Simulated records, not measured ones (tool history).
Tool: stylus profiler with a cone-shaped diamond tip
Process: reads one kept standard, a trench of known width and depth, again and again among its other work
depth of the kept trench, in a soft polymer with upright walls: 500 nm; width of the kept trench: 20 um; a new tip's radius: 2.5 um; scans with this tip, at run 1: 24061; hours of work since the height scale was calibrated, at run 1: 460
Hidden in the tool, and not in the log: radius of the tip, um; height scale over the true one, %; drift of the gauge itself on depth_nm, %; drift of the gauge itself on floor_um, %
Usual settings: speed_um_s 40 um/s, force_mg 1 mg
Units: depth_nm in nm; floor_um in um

| run | hour | speed_um_s | force_mg | scans with this tip | hours of work since the height scale was calibrated | depth_nm | floor_um |
|---|---|---|---|---|---|---|---|
| 1 | 0 | 40 | 1 | 24061 | 460 | 501.6 | 15.16 |
| 2 | 93.8 | 40 | 1 | 24656 | 515 | 501.61 | 15.15 |
| 3 | 180.2 | 40 | 1 | 25204 | 566 | 501.49 | 15.02 |
| 4 | 275.2 | 18 | 1 | 25807 | 622 | 501.35 | 15.1 |
| 5 | 345.4 | 18 | 1 | 26252 | 664 | 501.54 | 15.06 |
| 6 | 427.4 | 18 | 1 | 26772 | 712 | 501.17 | 15.09 |
| 7 | 507.4 | 18 | 1 | 27279 | 759 | 500.98 | 15.05 |
|  | 516.9 | height scale calibrated on a step standard |
| 8 | 580.7 | 18 | 1 | 27741 | 38 | 500.62 | 15 |
| 9 | 664.4 | 40 | 1 | 28272 | 87 | 500.46 | 14.95 |
| 10 | 764.7 | 43 | 1.15 | 28908 | 146 | 500.83 | 14.86 |
| 11 | 866.6 | 44 | 1.96 | 29554 | 206 | 501.62 | 14.88 |
| 12 | 956 | 44 | 1.96 | 30121 | 259 | 501.36 | 14.86 |
|  | 966.4 | height scale calibrated on a step standard, once more |
| 13 | 1016.5 | 10 | 1.67 | 30502 | 30 | 502.67 | 14.86 |
| 14 | 1091.8 | 49 | 1.36 | 30979 | 74 | 502.31 | 14.74 |
| 15 | 1173 | 85 | 2.86 | 31494 | 122 | 503.81 | 14.72 |
| 16 | 1246.2 | 40 | 1.16 | 31959 | 165 | 501.64 | 14.7 |
| 17 | 1305.9 | 153 | 2.57 | 32337 | 200 | 503.38 | 14.52 |

Forecast each of these 5 alternatives for the next run:
| A | 1356.1 | 15 | 1.53 | 32656 | 230 | ? | ? |
| B | 1356.1 | 19 | 0.44 | 32656 | 230 | ? | ? |
| C | 1356.1 | 18 | 1.32 | 32656 | 230 | ? | ? |
| D | 1356.1 | 15 | 1.44 | 32656 | 230 | ? | ? |
| E | 1356.1 | 140 | 0.48 | 32656 | 230 | ? | ? |

| run | depth_nm | floor_um |
|---|---|---|
| A | 502.34 | 14.83 |
| B | 500.58 | 14.74 |
| C | 501.98 | 14.73 |
| D | 502.04 | 14.84 |
| E | 500.81 | 14.18 |
Without the tool's hidden state the same runs would have given:
| run | depth_nm | floor_um |
|---|---|---|
| A | 502.86 | 17.01 |
| B | 501.1 | 16.93 |
| C | 502.5 | 16.91 |
| D | 502.56 | 17.02 |
| E | 501.33 | 16.36 |

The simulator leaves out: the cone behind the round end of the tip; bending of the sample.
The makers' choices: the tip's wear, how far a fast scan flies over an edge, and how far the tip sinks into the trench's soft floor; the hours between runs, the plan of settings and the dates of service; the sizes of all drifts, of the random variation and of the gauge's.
